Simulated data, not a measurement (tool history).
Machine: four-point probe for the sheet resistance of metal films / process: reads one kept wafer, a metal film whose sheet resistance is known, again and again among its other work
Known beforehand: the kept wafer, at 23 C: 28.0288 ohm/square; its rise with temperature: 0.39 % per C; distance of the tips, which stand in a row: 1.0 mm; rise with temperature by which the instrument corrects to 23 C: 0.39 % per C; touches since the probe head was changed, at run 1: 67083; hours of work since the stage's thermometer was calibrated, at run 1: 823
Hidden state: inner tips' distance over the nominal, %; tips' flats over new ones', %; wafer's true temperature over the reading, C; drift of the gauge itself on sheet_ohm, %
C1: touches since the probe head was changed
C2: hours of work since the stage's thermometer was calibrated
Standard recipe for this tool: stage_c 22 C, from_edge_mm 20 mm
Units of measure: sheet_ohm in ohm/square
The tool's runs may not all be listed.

run 1 day=0.000 | stage_c=22 from_edge_mm=20 | C1=67083 C2=823 | sheet_ohm=28.074693
run 2 day=0.908 | stage_c=24 from_edge_mm=20 | C1=68413 C2=840 | sheet_ohm=28.064944
run 3 day=2.146 | stage_c=24 from_edge_mm=13 | C1=70226 C2=862 | sheet_ohm=28.109696
run 4 day=3.096 | stage_c=24 from_edge_mm=13 | C1=71617 C2=879 | sheet_ohm=28.123781
run 5 day=4.175 | stage_c=24 from_edge_mm=13 | C1=73194 C2=898 | sheet_ohm=28.123193
run 6 day=5.908 | stage_c=24 from_edge_mm=13 | C1=75735 C2=930 | sheet_ohm=28.117392
run 7 day=6.988 | stage_c=22 from_edge_mm=9 | C1=77315 C2=949 | sheet_ohm=28.214720
run 8 day=8.896 | stage_c=22 from_edge_mm=19 | C1=80110 C2=983 | sheet_ohm=28.066267
run 9 day=10.446 | stage_c=22 from_edge_mm=20 | C1=82376 C2=1011 | sheet_ohm=28.067900
run 10 day=12.004 | stage_c=22 from_edge_mm=20 | C1=84661 C2=1039 | sheet_ohm=28.068944
run 11 day=13.529 | stage_c=22 from_edge_mm=20 | C1=86892 C2=1067 | sheet_ohm=28.063138
run 12 day=14.654 | stage_c=22 from_edge_mm=20 | C1=88538 C2=1087 | sheet_ohm=28.064220
run 13 day=15.867 | stage_c=22 from_edge_mm=20 | C1=90313 C2=1109 | sheet_ohm=28.064703
run 14 day=17.092 | stage_c=22 from_edge_mm=20 | C1=92111 C2=1131 | sheet_ohm=28.066271
run 15 day=19.046 | stage_c=22 from_edge_mm=20 | C1=94968 C2=1166 | sheet_ohm=28.069831
run 16 day=20.779 | stage_c=22 from_edge_mm=20 | C1=97509 C2=1197 | sheet_ohm=28.056969
run 17 day=22.400 | stage_c=22 from_edge_mm=20 | C1=99883 C2=1226 | sheet_ohm=28.059377
run 18 day=23.512 | stage_c=22 from_edge_mm=20 | C1=101510 C2=1246 | sheet_ohm=28.066836
run 19 day=25.162 | stage_c=22 from_edge_mm=20 | C1=103924 C2=1276 | sheet_ohm=28.066994
run 20 day=27.038 | stage_c=22 from_edge_mm=20 | C1=106674 C2=1309 | sheet_ohm=28.070854
run 21 day=28.988 | stage_c=22 from_edge_mm=20 | C1=109527 C2=1344 | sheet_ohm=28.062579
run 22 day=29.854 | stage_c=22 from_edge_mm=20 | C1=110795 C2=1360 | sheet_ohm=28.066520
run 23 day=31.825 | stage_c=23 from_edge_mm=19 | C1=113678 C2=1395 | sheet_ohm=28.079078
-- day=32.304 new probe head fitted
-- day=33.233 stage's thermometer calibrated
run 24 day=33.821 | stage_c=24 from_edge_mm=72 | C1=2192 C2=11 | sheet_ohm=28.041381

What does the tool deliver on the next run?
run 25 day=34.850 | stage_c=27 from_edge_mm=11 | C1=3699 C2=29 | sheet_ohm=?

sheet_ohm: 28.148545 ohm/square
Take away the tool's hidden state, keep the run-to-run variation as it was, and the same run would have given sheet_ohm 28.148840 ohm/square.

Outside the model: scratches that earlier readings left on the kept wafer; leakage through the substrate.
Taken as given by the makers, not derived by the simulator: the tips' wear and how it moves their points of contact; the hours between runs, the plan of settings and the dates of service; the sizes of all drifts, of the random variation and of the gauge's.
